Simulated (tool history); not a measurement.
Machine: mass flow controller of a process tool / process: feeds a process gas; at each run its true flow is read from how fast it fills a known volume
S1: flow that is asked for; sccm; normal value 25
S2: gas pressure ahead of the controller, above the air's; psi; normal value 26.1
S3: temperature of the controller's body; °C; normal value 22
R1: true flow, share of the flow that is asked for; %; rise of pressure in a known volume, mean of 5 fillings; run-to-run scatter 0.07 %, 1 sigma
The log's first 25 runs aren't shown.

run     hour  S1    S2  S3      R1
 26   6516.1  25  26.1  34   99.31
 27   6782.8  25  26.1  34   99.28
 28   6941.8  43  37.7  35  100.43
 29   7117.1   6  33.4  24   96.66
 30   7387.7   6  33.4  24   96.72
 31   7578.6   6  33.4  24   96.89
 32   7902.1  50  24.1  22   99.76
 33   8219.3  50  24.1  22   99.71
 34   8391.7  43  21.0  21   99.23
 35   8654.1  25  29.6  22   97.86
 36   8920.4  17  29.6  40   99.23
 37   9214.4  17  29.6  40   99.20
 38   9549.8  25  22.8  32   99.00
 39   9895.7   6  29.0  22   96.65
 40  10191.0  25  26.1  40   99.98
 41  10380.9  25  26.1  40   99.87
 42  10579.0  12  26.1  22   97.00

Run 43 has not been measured yet. What should we expect?
 43  10814.2  25  27.8  32   ?

Run 43 measured R1 99.08 %.
Were there no unlogged condition in the tool, this run, its random variation unchanged, would have produced R1 99.09 %.

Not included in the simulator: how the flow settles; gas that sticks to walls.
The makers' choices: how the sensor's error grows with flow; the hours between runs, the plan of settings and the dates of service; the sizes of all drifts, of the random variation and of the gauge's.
